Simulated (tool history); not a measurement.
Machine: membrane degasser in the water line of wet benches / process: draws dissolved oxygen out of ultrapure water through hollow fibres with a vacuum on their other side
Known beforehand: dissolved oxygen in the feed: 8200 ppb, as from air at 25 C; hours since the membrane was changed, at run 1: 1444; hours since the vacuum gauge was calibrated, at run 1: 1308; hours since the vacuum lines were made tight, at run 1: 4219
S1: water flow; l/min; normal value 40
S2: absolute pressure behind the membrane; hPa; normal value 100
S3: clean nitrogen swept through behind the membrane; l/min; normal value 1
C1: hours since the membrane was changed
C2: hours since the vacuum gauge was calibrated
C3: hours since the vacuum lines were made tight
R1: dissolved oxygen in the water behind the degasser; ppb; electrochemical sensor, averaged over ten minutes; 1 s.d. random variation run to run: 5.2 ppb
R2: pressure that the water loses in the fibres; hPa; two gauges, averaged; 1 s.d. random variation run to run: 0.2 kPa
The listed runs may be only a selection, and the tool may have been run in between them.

{"run": 1, "day": 0.0, "S1": 40, "S2": 100, "S3": 1, "C1": 1444, "C2": 1308, "C3": 4219, "R1": 524.3, "R2": 457.8}
{"run": 2, "day": 1.142, "S1": 40, "S2": 100, "S3": 1, "C1": 1471, "C2": 1336, "C3": 4247, "R1": 526.6, "R2": 460.1}
{"run": 3, "day": 2.446, "S1": 57, "S2": 100, "S3": 1, "C1": 1502, "C2": 1367, "C3": 4278, "R1": 690.3, "R2": 657.5}
{"run": 4, "day": 4.083, "S1": 57, "S2": 100, "S3": 1, "C1": 1542, "C2": 1406, "C3": 4317, "R1": 700.8, "R2": 653.3}
{"run": 5, "day": 5.804, "S1": 40, "S2": 100, "S3": 1, "C1": 1583, "C2": 1447, "C3": 4359, "R1": 521.6, "R2": 463.4}
{"run": 6, "day": 7.496, "S1": 40, "S2": 100, "S3": 1, "C1": 1623, "C2": 1488, "C3": 4399, "R1": 521.7, "R2": 460.6}
{"run": 7, "day": 8.538, "S1": 34, "S2": 100, "S3": 1, "C1": 1648, "C2": 1513, "C3": 4424, "R1": 459.4, "R2": 394.2}
{"run": 8, "day": 10.321, "S1": 34, "S2": 100, "S3": 1, "C1": 1691, "C2": 1556, "C3": 4467, "R1": 457.4, "R2": 388.3}
{"run": 9, "day": 12.183, "S1": 51, "S2": 100, "S3": 1, "C1": 1736, "C2": 1601, "C3": 4512, "R1": 632.9, "R2": 584.8}
{"run": 10, "day": 14.079, "S1": 51, "S2": 100, "S3": 1, "C1": 1781, "C2": 1646, "C3": 4557, "R1": 636.8, "R2": 588.2}
{"run": 11, "day": 16.192, "S1": 51, "S2": 140, "S3": 1, "C1": 1832, "C2": 1697, "C3": 4608, "R1": 941.7, "R2": 589.5}
{"run": 12, "day": 17.296, "S1": 51, "S2": 140, "S3": 1, "C1": 1859, "C2": 1723, "C3": 4634, "R1": 962.3, "R2": 585}
{"run": 13, "day": 19.083, "S1": 40, "S2": 211, "S3": 1, "C1": 1902, "C2": 1766, "C3": 4677, "R1": 1243.3, "R2": 460.1}
{"run": 14, "day": 20.983, "S1": 40, "S2": 194, "S3": 1, "C1": 1947, "C2": 1812, "C3": 4723, "R1": 1134.8, "R2": 463.6}
{"run": 15, "day": 22.425, "S1": 40, "S2": 100, "S3": 1, "C1": 1982, "C2": 1846, "C3": 4758, "R1": 511.6, "R2": 460.3}
{"run": 16, "day": 23.888, "S1": 40, "S2": 100, "S3": 1, "C1": 2017, "C2": 1881, "C3": 4793, "R1": 526.7, "R2": 461.9}
{"run": 17, "day": 24.771, "S1": 31, "S2": 100, "S3": 1, "C1": 2038, "C2": 1903, "C3": 4814, "R1": 415.9, "R2": 356}
{"run": 18, "day": 26.404, "S1": 32, "S2": 100, "S3": 1.42, "C1": 2077, "C2": 1942, "C3": 4853, "R1": 334.9, "R2": 368.5}
{"run": 19, "day": 28.162, "S1": 32, "S2": 100, "S3": 1.42, "C1": 2119, "C2": 1984, "C3": 4895, "R1": 326.5, "R2": 365.6}

Predict the results of run 20:
{"run": 20, "day": 30.2, "S1": 32, "S2": 100, "S3": 0.98, "C1": 2168, "C2": 2033, "C3": 4944, "R1": "?", "R2": "?"}

{"run 20": {"R1": 440.3, "R2": 368.4}}
Without the tool's hidden state the same run would have given R1 440.1 ppb, R2 368.3 hPa.
